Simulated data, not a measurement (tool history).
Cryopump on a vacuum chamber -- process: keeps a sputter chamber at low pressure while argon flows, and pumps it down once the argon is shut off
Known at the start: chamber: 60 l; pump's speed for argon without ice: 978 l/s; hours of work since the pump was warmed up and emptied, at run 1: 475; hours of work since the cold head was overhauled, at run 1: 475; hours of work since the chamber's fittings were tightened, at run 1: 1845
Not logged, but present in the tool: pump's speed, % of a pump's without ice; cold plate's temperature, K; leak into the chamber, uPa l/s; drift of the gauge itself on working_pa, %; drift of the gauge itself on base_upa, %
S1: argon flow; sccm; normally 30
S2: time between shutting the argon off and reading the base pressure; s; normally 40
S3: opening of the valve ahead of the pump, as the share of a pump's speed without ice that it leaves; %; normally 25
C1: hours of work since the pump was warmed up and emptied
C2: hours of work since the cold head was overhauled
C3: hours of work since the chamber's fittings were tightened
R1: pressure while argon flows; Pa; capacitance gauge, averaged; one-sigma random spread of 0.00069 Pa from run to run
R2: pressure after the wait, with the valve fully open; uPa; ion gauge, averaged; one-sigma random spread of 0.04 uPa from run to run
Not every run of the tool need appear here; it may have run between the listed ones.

run	hour	S1	S2	S3	C1	C2	C3	R1	R2
1	0.0	30	40	25	475	475	1845	0.2132	4.26
2	14.4	30	40	25	484	484	1854	0.2133	4.35
3	29.7	30	40	25	494	494	1864	0.2151	4.35
4	40.9	30	40	25	501	501	1871	0.2136	4.39
5	54.3	30	40	25	510	510	1880	0.2135	4.41
6	71.3	30	40	25	521	521	1891	0.2137	4.49
7	90.6	30	234	25	533	533	1903	0.2129	2.83
8	110.3	30	234	25	546	546	1916	0.2138	2.64
9	122.2	30	234	25	554	554	1924	0.2140	2.91
10	132.0	30	234	25	560	560	1930	0.2137	2.87
11	151.6	13	234	25	573	573	1942	0.0932	2.92
12	168.9	30	169	25	584	584	1954	0.2136	3.09
13	187.3	15	169	25	596	596	1966	0.1074	2.98
14	201.9	30	40	25	605	605	1975	0.2145	4.54
15	217.8	30	40	25	615	615	1985	0.2142	4.54
16	237.0	30	40	25	628	628	1998	0.2143	4.72
17	257.0	13	40	25	641	641	2010	0.0926	4.72
18	266.6	13	40	25	647	647	2017	0.0939	4.68
19	286.2	13	40	25	660	660	2029	0.0926	4.77
20	296.8	15	62	21	666	666	2036	0.1276	4.06
21	315.0	15	62	21	678	678	2048	0.1268	4.09
22	326.4	15	27	22	686	686	2055	0.1212	5.91
23	344.5	15	27	22	697	697	2067	0.1225	5.74
24	358.8	21	37	22	706	706	2076	0.1708	4.94
25	378.8	33	39	54	719	719	2089	0.1153	4.96
26	392.7	33	39	54	728	728	2098	0.1156	4.86
27	405.2	58	40	37	736	736	2106	0.2860	4.76
28	422.7	23	250	16	748	748	2117	0.2554	3.19
29	435.8	23	250	16	756	756	2126	0.2556	3.19
30	455.5	30	157	18	769	769	2139	0.2974	3.35
31	471.9	30	220	18	779	779	2149	0.2972	3.20
32	491.3	19	80	25	792	792	2162	0.1370	3.93

The next listed run, before its measurement:
33	506.5	14	166	35	802	802	2172	?	?

R1: 0.0731 Pa
R2: 3.39 uPa
With no hidden state in the tool, this same run would have given R1 0.0686 Pa, R2 0.79 uPa.
